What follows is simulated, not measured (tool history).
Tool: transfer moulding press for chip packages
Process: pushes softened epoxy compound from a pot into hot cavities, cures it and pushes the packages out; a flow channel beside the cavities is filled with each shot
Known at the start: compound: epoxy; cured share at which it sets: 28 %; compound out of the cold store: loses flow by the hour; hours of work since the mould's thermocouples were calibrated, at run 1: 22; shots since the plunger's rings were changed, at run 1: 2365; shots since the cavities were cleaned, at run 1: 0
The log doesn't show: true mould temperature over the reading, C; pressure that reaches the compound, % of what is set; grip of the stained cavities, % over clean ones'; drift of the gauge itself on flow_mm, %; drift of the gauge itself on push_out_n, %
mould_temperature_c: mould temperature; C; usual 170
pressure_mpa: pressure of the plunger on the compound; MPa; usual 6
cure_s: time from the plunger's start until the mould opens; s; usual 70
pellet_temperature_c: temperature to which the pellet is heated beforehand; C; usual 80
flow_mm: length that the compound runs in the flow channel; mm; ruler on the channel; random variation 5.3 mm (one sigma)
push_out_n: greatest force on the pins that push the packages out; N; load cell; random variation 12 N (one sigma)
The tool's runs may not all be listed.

run,hour,mould_temperature_c,pressure_mpa,cure_s,pellet_temperature_c,hours of work since the mould's thermocouples were calibrated,shots since the plunger's rings were changed,shots since the cavities were cleaned,incoming compound's hours out of the cold store,flow_mm,push_out_n
1,0,170,6,70,80,22,2365,0,43.2,506,560
2,16.9,170,6.81,70,80,34,2667,302,35.1,554,802
# hour 34.7: cavities cleaned with cleaning compound and waxed
3,34.8,170,6.81,70,80,46,2961,3,40.2,536,1022
4,56.2,170,6,70,80,62,3343,385,30.7,519,1125
# hour 68.7: cavities cleaned with cleaning compound and waxed
5,82.2,170,6,70,80,80,3781,241,43.8,491,787
# hour 89.3: cavities cleaned with cleaning compound and waxed, once more
6,95.6,170,6,70,80,88,3994,112,11.4,554,716
# hour 117.9: plunger's sealing rings changed
7,120.2,170,6,70,81,105,41,507,14.2,601,987
# hour 125: cavities cleaned with cleaning compound and waxed
8,140.5,170,6,70,75,118,377,276,32.2,541,804
# hour 158.6: cavities cleaned with cleaning compound and waxed
9,160,170,6,70,80,131,699,24,11.8,596,639
10,179.2,170,6,70,80,146,1044,369,29.3,552,872
# hour 193.8: cavities cleaned with cleaning compound and waxed
11,198.2,170,6,70,80,158,1356,80,9.2,603,695
12,208.7,170,6.33,70,80,166,1543,267,14.7,587,869
# hour 227.7: cavities cleaned with cleaning compound and waxed
13,227.7,170,6.33,70,80,179,1856,0,37.8,545,546
14,238.7,170,6.33,70,80,187,2053,197,21,581,761
15,254.3,170,6.33,70,80,198,2332,476,39.6,522,898
# hour 262.8: cavities cleaned with cleaning compound and waxed
16,265.8,174,6,87,80,206,2511,53,35.4,520,473
17,283.3,174,6,87,80,218,2825,367,11.5,557,615
# hour 298.1: cavities cleaned with cleaning compound and waxed
18,309.7,167,6,61,80,237,3269,207,45.8,495,1335
19,323.7,170,4.79,85,80,247,3519,457,44.4,430,684
# hour 331.7: cavities cleaned with cleaning compound and waxed
20,336.8,170,4.79,85,80,255,3727,91,42,447,460
21,349.2,170,4.79,85,71,264,3949,313,39.3,443,626
# hour 366.6: cavities cleaned with cleaning compound and waxed
22,367.8,170,6.33,70,80,277,4255,22,38.9,507,574
# hour 375.6: plunger's sealing rings changed
23,387.8,170,6.33,96,80,290,218,335,12.1,616,617
# hour 403.3: cavities cleaned with cleaning compound and waxed
24,406.4,165,6.02,70,89,302,523,54,32.4,558,856
25,416.7,165,6.33,107,89,310,708,239,13.3,615,562
26,431.7,170,6,61,71,321,976,507,11.6,593,1596
# hour 436.9: cavities cleaned with cleaning compound and waxed
27,455.2,173,5.96,65,79,337,1369,326,35,525,832

3 ways to go on from here, each from the tool as it stands after run 27. What would each give?
A,465.5,177,6.33,70,85,344,1553,510,22.4,?,?
B,465.5,173,5.96,55,79,344,1553,510,18.3,?,?
C,465.5,177,5.96,104,79,344,1553,510,10.6,?,?

run,flow_mm,push_out_n
A,555,697
B,559,1668
C,568,630
Without the tool's hidden state the same runs would have given:
run,flow_mm,push_out_n
A,572,412
B,577,982
C,586,372

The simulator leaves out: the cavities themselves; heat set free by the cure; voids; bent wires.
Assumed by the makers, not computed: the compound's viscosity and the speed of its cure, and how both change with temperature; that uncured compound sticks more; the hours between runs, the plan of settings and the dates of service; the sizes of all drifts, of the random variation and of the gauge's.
